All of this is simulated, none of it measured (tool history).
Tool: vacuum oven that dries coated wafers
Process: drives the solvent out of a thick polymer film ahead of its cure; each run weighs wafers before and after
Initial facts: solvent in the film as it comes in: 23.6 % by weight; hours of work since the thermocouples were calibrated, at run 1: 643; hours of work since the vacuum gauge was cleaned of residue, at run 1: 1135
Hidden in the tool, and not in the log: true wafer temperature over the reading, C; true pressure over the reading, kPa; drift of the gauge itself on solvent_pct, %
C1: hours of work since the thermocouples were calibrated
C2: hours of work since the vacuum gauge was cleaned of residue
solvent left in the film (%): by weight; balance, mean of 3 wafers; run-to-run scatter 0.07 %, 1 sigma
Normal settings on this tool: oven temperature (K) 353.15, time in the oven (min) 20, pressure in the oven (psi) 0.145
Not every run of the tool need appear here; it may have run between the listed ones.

run 1 hour=0 | oven_temperature_(K)=353.15 time_in_the_oven_(min)=20 pressure_in_the_oven_(psi)=0.145 | C1=643 C2=1135 | solvent_left_in_the_film_(%)=5.25
run 2 hour=46.4 | oven_temperature_(K)=353.15 time_in_the_oven_(min)=23 pressure_in_the_oven_(psi)=0.145 | C1=662 C2=1154 | solvent_left_in_the_film_(%)=4.46
run 3 hour=140.5 | oven_temperature_(K)=353.15 time_in_the_oven_(min)=20 pressure_in_the_oven_(psi)=0.145 | C1=701 C2=1193 | solvent_left_in_the_film_(%)=5.32
run 4 hour=214.9 | oven_temperature_(K)=353.15 time_in_the_oven_(min)=20 pressure_in_the_oven_(psi)=0.145 | C1=731 C2=1223 | solvent_left_in_the_film_(%)=5.38
run 5 hour=297.6 | oven_temperature_(K)=353.15 time_in_the_oven_(min)=20 pressure_in_the_oven_(psi)=0.145 | C1=765 C2=1257 | solvent_left_in_the_film_(%)=5.39
run 6 hour=371.3 | oven_temperature_(K)=353.15 time_in_the_oven_(min)=20 pressure_in_the_oven_(psi)=0.145 | C1=795 C2=1287 | solvent_left_in_the_film_(%)=5.38
run 7 hour=424.3 | oven_temperature_(K)=360.15 time_in_the_oven_(min)=20 pressure_in_the_oven_(psi)=0.145 | C1=817 C2=1309 | solvent_left_in_the_film_(%)=2.44
run 8 hour=483.6 | oven_temperature_(K)=360.15 time_in_the_oven_(min)=20 pressure_in_the_oven_(psi)=0.145 | C1=841 C2=1333 | solvent_left_in_the_film_(%)=2.57
-- hour=490.2 oven's thermocouples calibrated
run 9 hour=591.3 | oven_temperature_(K)=360.15 time_in_the_oven_(min)=20 pressure_in_the_oven_(psi)=0.145 | C1=41 C2=1377 | solvent_left_in_the_film_(%)=2.76
run 10 hour=649.6 | oven_temperature_(K)=353.15 time_in_the_oven_(min)=32 pressure_in_the_oven_(psi)=0.145 | C1=65 C2=1401 | solvent_left_in_the_film_(%)=3.06
run 11 hour=700.9 | oven_temperature_(K)=353.15 time_in_the_oven_(min)=20 pressure_in_the_oven_(psi)=0.145 | C1=86 C2=1422 | solvent_left_in_the_film_(%)=5.69
run 12 hour=799.7 | oven_temperature_(K)=353.15 time_in_the_oven_(min)=20 pressure_in_the_oven_(psi)=0.145 | C1=127 C2=1462 | solvent_left_in_the_film_(%)=5.84
run 13 hour=894.8 | oven_temperature_(K)=353.15 time_in_the_oven_(min)=20 pressure_in_the_oven_(psi)=0.553 | C1=166 C2=1501 | solvent_left_in_the_film_(%)=7.63
run 14 hour=991.4 | oven_temperature_(K)=353.15 time_in_the_oven_(min)=20 pressure_in_the_oven_(psi)=0.145 | C1=206 C2=1541 | solvent_left_in_the_film_(%)=5.71
run 15 hour=1057.9 | oven_temperature_(K)=353.15 time_in_the_oven_(min)=20 pressure_in_the_oven_(psi)=0.112 | C1=233 C2=1568 | solvent_left_in_the_film_(%)=5.67
-- hour=1081 oven's thermocouples calibrated, once more
run 16 hour=1116.3 | oven_temperature_(K)=353.15 time_in_the_oven_(min)=16 pressure_in_the_oven_(psi)=0.145 | C1=14 C2=1591 | solvent_left_in_the_film_(%)=6.19
run 17 hour=1159.9 | oven_temperature_(K)=347.15 time_in_the_oven_(min)=20 pressure_in_the_oven_(psi)=0.145 | C1=32 C2=1609 | solvent_left_in_the_film_(%)=7.76
run 18 hour=1206.1 | oven_temperature_(K)=351.15 time_in_the_oven_(min)=11 pressure_in_the_oven_(psi)=0.084 | C1=51 C2=1628 | solvent_left_in_the_film_(%)=9.48
run 19 hour=1263.9 | oven_temperature_(K)=343.15 time_in_the_oven_(min)=35 pressure_in_the_oven_(psi)=0.084 | C1=75 C2=1652 | solvent_left_in_the_film_(%)=5.96
run 20 hour=1326.7 | oven_temperature_(K)=343.15 time_in_the_oven_(min)=16 pressure_in_the_oven_(psi)=0.146 | C1=101 C2=1678 | solvent_left_in_the_film_(%)=11.21
run 21 hour=1428.8 | oven_temperature_(K)=366.15 time_in_the_oven_(min)=26 pressure_in_the_oven_(psi)=0.146 | C1=143 C2=1719 | solvent_left_in_the_film_(%)=0.68
run 22 hour=1498.1 | oven_temperature_(K)=366.15 time_in_the_oven_(min)=16 pressure_in_the_oven_(psi)=0.323 | C1=171 C2=1748 | solvent_left_in_the_film_(%)=1.93
run 23 hour=1600.8 | oven_temperature_(K)=344.15 time_in_the_oven_(min)=14 pressure_in_the_oven_(psi)=0.254 | C1=213 C2=1790 | solvent_left_in_the_film_(%)=12.13
run 24 hour=1649.4 | oven_temperature_(K)=356.15 time_in_the_oven_(min)=20 pressure_in_the_oven_(psi)=0.102 | C1=233 C2=1810 | solvent_left_in_the_film_(%)=3.38
run 25 hour=1748.3 | oven_temperature_(K)=356.15 time_in_the_oven_(min)=20 pressure_in_the_oven_(psi)=0.102 | C1=274 C2=1851 | solvent_left_in_the_film_(%)=3.39
run 26 hour=1829.7 | oven_temperature_(K)=342.15 time_in_the_oven_(min)=23 pressure_in_the_oven_(psi)=0.102 | C1=307 C2=1884 | solvent_left_in_the_film_(%)=9.44
run 27 hour=1927.4 | oven_temperature_(K)=359.15 time_in_the_oven_(min)=33 pressure_in_the_oven_(psi)=0.145 | C1=347 C2=1924 | solvent_left_in_the_film_(%)=1.29
run 28 hour=1983.6 | oven_temperature_(K)=342.15 time_in_the_oven_(min)=30 pressure_in_the_oven_(psi)=0.296 | C1=370 C2=1947 | solvent_left_in_the_film_(%)=8.96
run 29 hour=2075.2 | oven_temperature_(K)=353.15 time_in_the_oven_(min)=20 pressure_in_the_oven_(psi)=0.148 | C1=408 C2=1985 | solvent_left_in_the_film_(%)=4.94

Each row is a separate what-if for the run after 29, all from the same tool condition, not one after another. Results?
run A hour=2120 | oven_temperature_(K)=351.15 time_in_the_oven_(min)=20 pressure_in_the_oven_(psi)=0.173 | C1=426 C2=2003 | solvent_left_in_the_film_(%)=?
run B hour=2120 | oven_temperature_(K)=343.15 time_in_the_oven_(min)=20 pressure_in_the_oven_(psi)=0.087 | C1=426 C2=2003 | solvent_left_in_the_film_(%)=?
run C hour=2120 | oven_temperature_(K)=353.15 time_in_the_oven_(min)=19 pressure_in_the_oven_(psi)=0.38 | C1=426 C2=2003 | solvent_left_in_the_film_(%)=?
run D hour=2120 | oven_temperature_(K)=353.15 time_in_the_oven_(min)=12 pressure_in_the_oven_(psi)=0.148 | C1=426 C2=2003 | solvent_left_in_the_film_(%)=?
run E hour=2120 | oven_temperature_(K)=345.15 time_in_the_oven_(min)=22 pressure_in_the_oven_(psi)=0.126 | C1=426 C2=2003 | solvent_left_in_the_film_(%)=?

run=A solvent_left_in_the_film_(%)=6.23
run=B solvent_left_in_the_film_(%)=9.85
run=C solvent_left_in_the_film_(%)=6.35
run=D solvent_left_in_the_film_(%)=8.51
run=E solvent_left_in_the_film_(%)=8.4
Had the tool no hidden state, the same runs would have come out as:
run=A solvent_left_in_the_film_(%)=6.02
run=B solvent_left_in_the_film_(%)=9.62
run=C solvent_left_in_the_film_(%)=6.15
run=D solvent_left_in_the_film_(%)=8.33
run=E solvent_left_in_the_film_(%)=8.17
